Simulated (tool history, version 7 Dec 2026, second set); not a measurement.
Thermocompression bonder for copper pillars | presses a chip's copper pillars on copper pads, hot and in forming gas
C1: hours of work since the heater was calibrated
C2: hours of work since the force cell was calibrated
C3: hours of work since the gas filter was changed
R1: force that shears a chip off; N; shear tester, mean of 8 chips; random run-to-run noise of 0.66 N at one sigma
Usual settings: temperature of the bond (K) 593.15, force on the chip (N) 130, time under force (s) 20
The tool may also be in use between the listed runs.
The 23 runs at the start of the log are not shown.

At day 55.592: forming gas filter changed.
Run 24, day 56.925: usual settings but temperature of the bond (K) 608.15, force on the chip (N) 119, time under force (s) 35; C1 135; C2 511; C3 17. Result: R1 90.8 N.
Run 25, day 58.629: usual settings but temperature of the bond (K) 608.15, force on the chip (N) 119, time under force (s) 35; C1 156; C2 533; C3 38. Result: R1 89.8 N.
Run 26, day 60.521: usual settings but temperature of the bond (K) 577.15, force on the chip (N) 104, time under force (s) 12; C1 180; C2 556; C3 62. Result: R1 41.0 N.
Run 27, day 61.983: usual settings but temperature of the bond (K) 585.15; C1 198; C2 575; C3 80. Result: R1 67.7 N.
Run 28, day 65.083: usual settings but temperature of the bond (K) 592.15; C1 237; C2 614; C3 119. Result: R1 72.5 N.
Run 29, day 68.358: usual settings but temperature of the bond (K) 622.15, force on the chip (N) 126, time under force (s) 15; C1 278; C2 655; C3 160. Result: R1 82.8 N.
Run 30, day 69.858: usual settings but force on the chip (N) 173, time under force (s) 18; C1 297; C2 673; C3 179. Result: R1 89.3 N.
Run 31, day 71.342: usual settings but temperature of the bond (K) 587.15, force on the chip (N) 101; C1 315; C2 692; C3 197. Result: R1 54.7 N.
Run 32, day 73.308: usual settings but temperature of the bond (K) 587.15, force on the chip (N) 80; C1 340; C2 717; C3 222. Result: R1 43.1 N.
At day 74.875: force cell calibrated.
Run 33, day 75.492: usual settings but temperature of the bond (K) 587.15, force on the chip (N) 80; C1 367; C2 8; C3 248. Result: R1 43.7 N.

Here are 5 independent what-if runs from the current tool condition. What would each one return?
Run A, day 78.962: usual settings but time under force (s) 44; C1 410; C2 51; C3 292. Result: R1 ?.
Run B, day 78.962: usual settings but temperature of the bond (K) 602.15, force on the chip (N) 123, time under force (s) 12; C1 410; C2 51; C3 292. Result: R1 ?.
Run C, day 78.962: usual settings but force on the chip (N) 80, time under force (s) 57; C1 410; C2 51; C3 292. Result: R1 ?.
Run D, day 78.962: usual settings but temperature of the bond (K) 587.15, force on the chip (N) 80, time under force (s) 16; C1 410; C2 51; C3 292. Result: R1 ?.
Run E, day 78.962: usual settings but temperature of the bond (K) 567.15, force on the chip (N) 158, time under force (s) 23; C1 410; C2 51; C3 292. Result: R1 ?.

run    R1
  A  91.2
  B  64.5
  C  68.0
  D  39.7
  E  71.1
What these runs would have given with no unlogged condition in the tool:
run    R1
  A  91.5
  B  64.7
  C  68.2
  D  39.8
  E  71.4

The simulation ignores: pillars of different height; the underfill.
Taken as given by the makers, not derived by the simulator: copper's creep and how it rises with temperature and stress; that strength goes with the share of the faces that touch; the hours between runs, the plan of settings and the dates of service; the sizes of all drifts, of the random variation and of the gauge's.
